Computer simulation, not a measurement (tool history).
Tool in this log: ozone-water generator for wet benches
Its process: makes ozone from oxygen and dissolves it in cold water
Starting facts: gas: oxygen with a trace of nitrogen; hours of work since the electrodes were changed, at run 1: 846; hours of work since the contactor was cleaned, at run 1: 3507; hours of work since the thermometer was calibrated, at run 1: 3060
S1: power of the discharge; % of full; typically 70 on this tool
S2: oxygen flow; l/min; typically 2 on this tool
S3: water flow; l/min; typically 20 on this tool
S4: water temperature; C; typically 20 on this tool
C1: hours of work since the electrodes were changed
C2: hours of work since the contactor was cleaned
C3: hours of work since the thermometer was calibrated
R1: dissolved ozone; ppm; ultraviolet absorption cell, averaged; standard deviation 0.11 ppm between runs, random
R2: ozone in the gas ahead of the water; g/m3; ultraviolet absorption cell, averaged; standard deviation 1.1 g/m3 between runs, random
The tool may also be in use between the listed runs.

run     day  S1    S2  S3  S4    C1    C2    C3    R1     R2
  1       0  70     2  20  20   846  3507  3060   7.6  190.8
  2   0.908  70     2  20  20   864  3525  3079   7.6  190.1
  3   1.992  70     2  20  20   885  3547  3100   7.7  190.7
  4   2.775  70     2  20  28   901  3562  3116   7.1  189.9
  5   4.029  70     2  20  20   926  3587  3141   7.5  189.2
  6   5.083  70     2  20  20   947  3608  3162   7.5  189.9
  7   5.746  70     2  20  20   960  3621  3175   7.5  189.2
  8   6.954  70     2  12  20   984  3645  3199  13.6    190
  9     8.1  70     2  12  20  1007  3668  3222  13.5  189.9
 10   8.938  70     2  13  20  1024  3685  3238  12.7    190
 11  10.304  70     2  20  20  1051  3712  3266   7.5  188.7
 12  11.608  70     2  13  20  1077  3738  3292  12.8  189.9
 13  12.267  70  1.42  30  20  1090  3751  3305   4.2    237
 14  13.467  96  2.53  30  20  1114  3775  3329   5.9  206.7
 15  14.696  70   2.5  27  20  1138  3800  3353   5.2  161.7
     14.929  -- contactor cleaned
 16  15.925  70  1.16  20  27  1159    20  3374   6.6  269.8
 17  16.746  41  1.16  16  27  1176    36  3391   5.9  176.8
 18  17.617  70     2  20  20  1193    54  3408   7.7  190.5
 19  18.617  70  2.53  20  18  1213    73  3428   7.6  158.8
 20  19.575  70  2.26  20  20  1232    93  3447   7.5  174.4
 21  20.188  57  1.62  23  20  1244   105  3459   5.3  184.9
     20.496  -- contactor cleaned, once more
 22  21.558  57  1.62  23  20  1268    21  3483   5.4  183.3
 23  22.525  57  1.62  23  20  1288    40  3502   5.3  183.9

Below are 3 alternative next runs, each starting from the tool's condition after run 23. Predict each:
  A  23.717  93  1.62  23  27  1311  64  3526   ?   ?
  B  23.717  70  2.57  19  20  1311  64  3526   ?   ?
  C  23.717  57  1.09  23  20  1311  64  3526   ?   ?

run   R1     R2
  A  7.5    270
  B  8.5  159.5
  C    5  236.9
Had the tool no hidden state, the same runs would have come out as:
run   R1     R2
  A  7.8  280.9
  B  8.8  164.7
  C  5.1  243.4
